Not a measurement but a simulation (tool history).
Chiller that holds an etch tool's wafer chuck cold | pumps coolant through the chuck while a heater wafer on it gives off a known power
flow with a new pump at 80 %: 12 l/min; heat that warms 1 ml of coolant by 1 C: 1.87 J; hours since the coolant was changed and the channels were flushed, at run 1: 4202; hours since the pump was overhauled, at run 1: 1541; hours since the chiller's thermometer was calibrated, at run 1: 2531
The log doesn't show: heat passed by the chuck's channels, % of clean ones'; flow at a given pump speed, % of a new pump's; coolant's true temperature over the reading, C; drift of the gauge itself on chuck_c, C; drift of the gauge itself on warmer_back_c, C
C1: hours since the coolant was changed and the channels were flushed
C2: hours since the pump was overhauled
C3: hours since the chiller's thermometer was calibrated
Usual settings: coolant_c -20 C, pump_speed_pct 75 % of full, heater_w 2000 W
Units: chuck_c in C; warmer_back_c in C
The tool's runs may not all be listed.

{"run": 1, "hour": 0.0, "coolant_c": -20, "pump_speed_pct": 75, "heater_w": 2000, "C1": 4202, "C2": 1541, "C3": 2531, "chuck_c": 3.4, "warmer_back_c": 5.88}
{"run": 2, "hour": 30.5, "coolant_c": -20, "pump_speed_pct": 75, "heater_w": 2000, "C1": 4232, "C2": 1571, "C3": 2561, "chuck_c": 3.4, "warmer_back_c": 5.92}
{"run": 3, "hour": 61.7, "coolant_c": -20, "pump_speed_pct": 75, "heater_w": 2000, "C1": 4263, "C2": 1602, "C3": 2593, "chuck_c": 3.7, "warmer_back_c": 5.9}
{"run": 4, "hour": 83.9, "coolant_c": -20, "pump_speed_pct": 75, "heater_w": 2000, "C1": 4285, "C2": 1625, "C3": 2615, "chuck_c": 3.4, "warmer_back_c": 5.87}
{"run": 5, "hour": 123.1, "coolant_c": -20, "pump_speed_pct": 74, "heater_w": 2000, "C1": 4325, "C2": 1664, "C3": 2654, "chuck_c": 3.8, "warmer_back_c": 6.03}
{"run": 6, "hour": 161.7, "coolant_c": -20, "pump_speed_pct": 74, "heater_w": 2000, "C1": 4363, "C2": 1702, "C3": 2693, "chuck_c": 3.6, "warmer_back_c": 6.03}
{"run": 7, "hour": 181.6, "coolant_c": -20, "pump_speed_pct": 74, "heater_w": 2000, "C1": 4383, "C2": 1722, "C3": 2712, "chuck_c": 3.6, "warmer_back_c": 6}
{"run": 8, "hour": 205.7, "coolant_c": -20, "pump_speed_pct": 79, "heater_w": 2000, "C1": 4407, "C2": 1746, "C3": 2737, "chuck_c": 2.7, "warmer_back_c": 5.59}
{"run": 9, "hour": 246.2, "coolant_c": -20, "pump_speed_pct": 79, "heater_w": 2000, "C1": 4448, "C2": 1787, "C3": 2777, "chuck_c": 2.9, "warmer_back_c": 5.63}
{"run": 10, "hour": 276.6, "coolant_c": -20, "pump_speed_pct": 79, "heater_w": 2000, "C1": 4478, "C2": 1817, "C3": 2807, "chuck_c": 2.7, "warmer_back_c": 5.65}
{"run": 11, "hour": 322.7, "coolant_c": -20, "pump_speed_pct": 79, "heater_w": 2000, "C1": 4524, "C2": 1863, "C3": 2853, "chuck_c": 2.9, "warmer_back_c": 5.59}
{"run": 12, "hour": 353.7, "coolant_c": -27, "pump_speed_pct": 60, "heater_w": 1328, "C1": 4555, "C2": 1894, "C3": 2885, "chuck_c": -8.2, "warmer_back_c": 5.09}
{"run": 13, "hour": 384.3, "coolant_c": -28, "pump_speed_pct": 75, "heater_w": 1020, "C1": 4586, "C2": 1925, "C3": 2915, "chuck_c": -15.7, "warmer_back_c": 3.04}
{"run": 14, "hour": 416.4, "coolant_c": -26, "pump_speed_pct": 62, "heater_w": 2094, "C1": 4618, "C2": 1957, "C3": 2947, "chuck_c": 2.9, "warmer_back_c": 7.73}
{"run": 15, "hour": 443.9, "coolant_c": -26, "pump_speed_pct": 62, "heater_w": 2094, "C1": 4646, "C2": 1985, "C3": 2975, "chuck_c": 2.9, "warmer_back_c": 7.73}
{"run": 16, "hour": 464.0, "coolant_c": -26, "pump_speed_pct": 62, "heater_w": 2094, "C1": 4666, "C2": 2005, "C3": 2995, "chuck_c": 3, "warmer_back_c": 7.74}
{"run": 17, "hour": 494.4, "coolant_c": -26, "pump_speed_pct": 62, "heater_w": 2094, "C1": 4696, "C2": 2035, "C3": 3025, "chuck_c": 2.9, "warmer_back_c": 7.7}
{"run": 18, "hour": 522.5, "coolant_c": -19, "pump_speed_pct": 84, "heater_w": 2231, "C1": 4724, "C2": 2063, "C3": 3053, "chuck_c": 5.7, "warmer_back_c": 5.85}
{"run": 19, "hour": 566.1, "coolant_c": -18, "pump_speed_pct": 75, "heater_w": 2818, "C1": 4768, "C2": 2107, "C3": 3097, "chuck_c": 15.8, "warmer_back_c": 8.38}
{"run": 20, "hour": 605.3, "coolant_c": -11, "pump_speed_pct": 81, "heater_w": 2000, "C1": 4807, "C2": 2146, "C3": 3136, "chuck_c": 11.6, "warmer_back_c": 5.51}
{"run": 21, "hour": 650.8, "coolant_c": -19, "pump_speed_pct": 81, "heater_w": 2046, "C1": 4852, "C2": 2192, "C3": 3182, "chuck_c": 4.4, "warmer_back_c": 5.62}
{"run": 22, "hour": 677.5, "coolant_c": -19, "pump_speed_pct": 85, "heater_w": 2000, "C1": 4879, "C2": 2218, "C3": 3208, "chuck_c": 2.9, "warmer_back_c": 5.18}

Hidden state or all else? Some run-to-run changes of chuck_c, split into what the settings, what came in and random variation would give without the hidden state, and what is left for the hidden state (with any gauge scatter that isn't in both results):
Run 11 -> 12: coolant_c -20 -> -27, pump_speed_pct 79 -> 60, heater_w 2000 -> 1328. chuck_c -11.1 C: hidden state -0.6, all else -10.5.
Run 13 -> 14: coolant_c -28 -> -26, pump_speed_pct 75 -> 62, heater_w 1020 -> 2094. chuck_c +18.6 C: hidden state +2.4, all else +16.2.
Run 19 -> 20: coolant_c -18 -> -11, pump_speed_pct 75 -> 81, heater_w 2818 -> 2000. chuck_c -4.2 C: hidden state -1.5, all else -2.7.
